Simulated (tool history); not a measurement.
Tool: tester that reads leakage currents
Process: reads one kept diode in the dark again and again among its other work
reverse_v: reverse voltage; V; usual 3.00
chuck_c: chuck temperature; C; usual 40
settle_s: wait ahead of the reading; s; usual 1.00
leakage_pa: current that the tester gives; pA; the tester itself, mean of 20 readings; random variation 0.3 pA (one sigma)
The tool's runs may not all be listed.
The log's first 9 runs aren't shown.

run      day  reverse_v  chuck_c  settle_s  hours of work since the probe card was cleaned  hours of work since the tester was calibrated  hours of work since the chuck was calibrated  leakage_pa
 10   55.600       3.00       40      1.00                                            2204                                           1897                                          1153      111.93
 11   63.212      10.38       40      1.00                                            2298                                           1991                                          1247      190.77
 12   70.800       3.00       40      7.57                                            2392                                           2085                                          1341      113.45
 13   76.383       1.07       40      1.00                                            2461                                           2154                                          1410       75.47
 14   81.583       1.07       40      1.00                                            2525                                           2218                                          1475       75.78
 15   90.317       1.07       40      1.00                                            2633                                           2326                                          1583       76.23
 16   96.767       1.07       40      1.00                                            2713                                           2406                                          1662       76.92
 17  105.212       1.07       40      1.00                                            2818                                           2511                                          1767       77.49
 18  111.108       1.07       29      1.00                                            2891                                           2584                                          1840       34.55
 19  119.850       3.17       23      1.52                                            2999                                           2692                                          1948       36.56
 20  128.671       3.17       23      1.52                                            3108                                           2801                                          2057       36.66
 21  135.346       3.17       23      1.52                                            3191                                           2884                                          2140       37.10
 22  140.496       3.17       23      1.52                                            3254                                           2947                                          2203       37.24
     141.608  -- chuck's temperature calibrated
 23  148.729       3.00       34      1.26                                            3355                                           3048                                            88       70.35
     150.042  -- probe card cleaned and baked
 24  156.525       3.00       34      1.26                                              80                                           3143                                           183       65.98
 25  162.779       1.15       46      1.00                                             158                                           3220                                           260      110.64
 26  168.096      14.05       49      1.32                                             223                                           3286                                           326      364.87
 27  171.738      14.05       49      1.32                                             268                                           3331                                           371      366.24
 28  175.604       1.18       46      3.94                                             316                                           3379                                           419      113.13
 29  180.012       1.18       46      3.94                                             371                                           3434                                           474      114.01
 30  184.829      14.97       33      1.00                                             430                                           3493                                           533      121.19
 31  190.762       2.35       21      0.38                                             504                                           3567                                           607       23.12
 32  195.683       2.97       35      0.47                                             565                                           3628                                           668       74.09
     199.162  -- tester calibrated
 33  201.938       3.00       46      0.41                                             641                                             34                                           744      163.97

5 ways to go on from here, each from the tool as it stands after run 33. What would each give?
  A  209.608       3.00       21      1.14                                             736                                            129                                           839           ?
  B  209.608      17.27       27      0.83                                             736                                            129                                           839           ?
  C  209.608      17.78       41      0.34                                             736                                            129                                           839           ?
  D  209.608      14.23       26      0.41                                             736                                            129                                           839           ?
  E  209.608       1.71       46      0.54                                             736                                            129                                           839           ?

run  leakage_pa
  A       24.74
  B       85.14
  C      241.23
  D       76.16
  E      132.48
Without the tool's hidden state the same runs would have given:
run  leakage_pa
  A       22.16
  B       74.21
  C      222.02
  D       66.94
  E      124.69
